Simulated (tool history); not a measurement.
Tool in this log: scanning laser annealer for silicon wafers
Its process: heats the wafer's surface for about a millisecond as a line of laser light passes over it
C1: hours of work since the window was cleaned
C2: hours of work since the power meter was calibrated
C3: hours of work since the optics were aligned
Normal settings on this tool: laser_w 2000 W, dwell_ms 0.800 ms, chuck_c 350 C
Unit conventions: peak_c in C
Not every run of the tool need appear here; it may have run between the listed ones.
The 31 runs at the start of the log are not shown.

run 32 hour=2195.9 | laser_w=1788 dwell_ms=0.800 chuck_c=336 | C1=146 C2=1690 C3=954 | peak_c=1000
run 33 hour=2295.0 | laser_w=1788 dwell_ms=0.800 chuck_c=336 | C1=189 C2=1734 C3=998 | peak_c=998
run 34 hour=2360.8 | laser_w=1710 dwell_ms=0.800 chuck_c=327 | C1=219 C2=1763 C3=1027 | peak_c=956
run 35 hour=2448.9 | laser_w=1710 dwell_ms=0.800 chuck_c=327 | C1=258 C2=1802 C3=1066 | peak_c=957
run 36 hour=2548.7 | laser_w=1817 dwell_ms=0.859 chuck_c=375 | C1=302 C2=1846 C3=1110 | peak_c=1073
run 37 hour=2617.1 | laser_w=2110 dwell_ms=0.684 chuck_c=379 | C1=332 C2=1876 C3=1141 | peak_c=1079
-- hour=2668.1 optics aligned, line set to its width
run 38 hour=2689.4 | laser_w=2048 dwell_ms=0.597 chuck_c=351 | C1=362 C2=1906 C3=9 | peak_c=988
run 39 hour=2749.0 | laser_w=2048 dwell_ms=0.597 chuck_c=351 | C1=388 C2=1933 C3=36 | peak_c=983
run 40 hour=2812.8 | laser_w=1850 dwell_ms=0.597 chuck_c=342 | C1=416 C2=1961 C3=64 | peak_c=916
run 41 hour=2894.3 | laser_w=1808 dwell_ms=0.597 chuck_c=342 | C1=452 C2=1997 C3=100 | peak_c=900

Consider 4 possible next runs. They are alternatives, not a sequence: every one starts from the tool as it was left by run 41. What does each give?
run A hour=2964.8 | laser_w=1808 dwell_ms=0.597 chuck_c=352 | C1=484 C2=2028 C3=131 | peak_c=?
run B hour=2964.8 | laser_w=1793 dwell_ms=0.598 chuck_c=381 | C1=484 C2=2028 C3=131 | peak_c=?
run C hour=2964.8 | laser_w=2000 dwell_ms=0.812 chuck_c=350 | C1=484 C2=2028 C3=131 | peak_c=?
run D hour=2964.8 | laser_w=1729 dwell_ms=0.686 chuck_c=354 | C1=484 C2=2028 C3=131 | peak_c=?

run=A peak_c=913
run=B peak_c=938
run=C peak_c=1096
run=D peak_c=936
With no hidden state in the tool, these same runs would have given:
run=A peak_c=919
run=B peak_c=945
run=C peak_c=1104
run=D peak_c=943

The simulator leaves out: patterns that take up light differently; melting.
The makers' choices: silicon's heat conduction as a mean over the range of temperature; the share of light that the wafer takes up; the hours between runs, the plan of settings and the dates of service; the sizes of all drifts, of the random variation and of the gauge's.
